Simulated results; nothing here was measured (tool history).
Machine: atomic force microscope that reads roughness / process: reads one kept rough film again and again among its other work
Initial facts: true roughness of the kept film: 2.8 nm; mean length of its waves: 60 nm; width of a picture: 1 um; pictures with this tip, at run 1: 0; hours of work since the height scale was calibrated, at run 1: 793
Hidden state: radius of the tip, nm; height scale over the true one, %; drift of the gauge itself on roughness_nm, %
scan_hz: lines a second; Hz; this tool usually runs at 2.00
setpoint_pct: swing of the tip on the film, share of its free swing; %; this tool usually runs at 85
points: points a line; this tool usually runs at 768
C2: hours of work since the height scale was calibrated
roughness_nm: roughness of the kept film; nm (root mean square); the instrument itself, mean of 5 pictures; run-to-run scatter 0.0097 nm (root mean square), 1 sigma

Run 1, hour 0.0: usual settings; pictures with this tip 0; C2 793. Result: roughness_nm 2.232 nm (root mean square).
Run 2, hour 43.8: usual settings; pictures with this tip 107; C2 826. Result: roughness_nm 2.187 nm (root mean square).
Run 3, hour 120.4: usual settings; pictures with this tip 295; C2 885. Result: roughness_nm 2.095 nm (root mean square).
At hour 145.8: new tip fitted.
Run 4, hour 182.1: usual settings; pictures with this tip 89; C2 931. Result: roughness_nm 2.179 nm (root mean square).
Run 5, hour 261.7: usual settings; pictures with this tip 284; C2 992. Result: roughness_nm 2.103 nm (root mean square).
At hour 289.0: new tip fitted.
Run 6, hour 336.2: usual settings; pictures with this tip 115; C2 1049. Result: roughness_nm 2.191 nm (root mean square).
Run 7, hour 404.6: usual settings; pictures with this tip 283; C2 1101. Result: roughness_nm 2.113 nm (root mean square).
At hour 435.8: new tip fitted.
Run 8, hour 472.8: usual settings but scan_hz 0.65 Hz, setpoint_pct 73 %; pictures with this tip 91; C2 1153. Result: roughness_nm 2.617 nm (root mean square).
Run 9, hour 520.9: usual settings but scan_hz 1.95 Hz, points 427; pictures with this tip 208; C2 1190. Result: roughness_nm 2.157 nm (root mean square).
At hour 582.4: new tip fitted.
Run 10, hour 582.4: usual settings but scan_hz 0.79 Hz, setpoint_pct 79 %, points 427; pictures with this tip 0; C2 1236. Result: roughness_nm 2.598 nm (root mean square).
Run 11, hour 627.3: usual settings but scan_hz 1.64 Hz, setpoint_pct 83 %, points 337; pictures with this tip 110; C2 1270. Result: roughness_nm 2.288 nm (root mean square).
Run 12, hour 663.1: usual settings but scan_hz 0.60 Hz, setpoint_pct 62 %, points 954; pictures with this tip 197; C2 1298. Result: roughness_nm 2.611 nm (root mean square).
At hour 677.1: height scale calibrated on a step standard.
Run 13, hour 702.1: usual settings but setpoint_pct 73 %, points 797; pictures with this tip 290; C2 19. Result: roughness_nm 2.282 nm (root mean square).

For some of the steps in roughness_nm from one run to the next: how much would appear even if the tool had no hidden state, given the settings, what came in and random variation, and how much remains for the hidden state plus any gauge scatter that the measured result and the result without hidden state don't share?
Run 7 -> 8: scan_hz 2.00 -> 0.65, setpoint_pct 85 -> 73, new tip fitted. roughness_nm +0.504 nm (root mean square): hidden state +0.081, all else +0.423.
Run 9 -> 10: scan_hz 1.95 -> 0.79, setpoint_pct 85 -> 79, new tip fitted. roughness_nm +0.441 nm (root mean square): hidden state +0.087, all else +0.354.
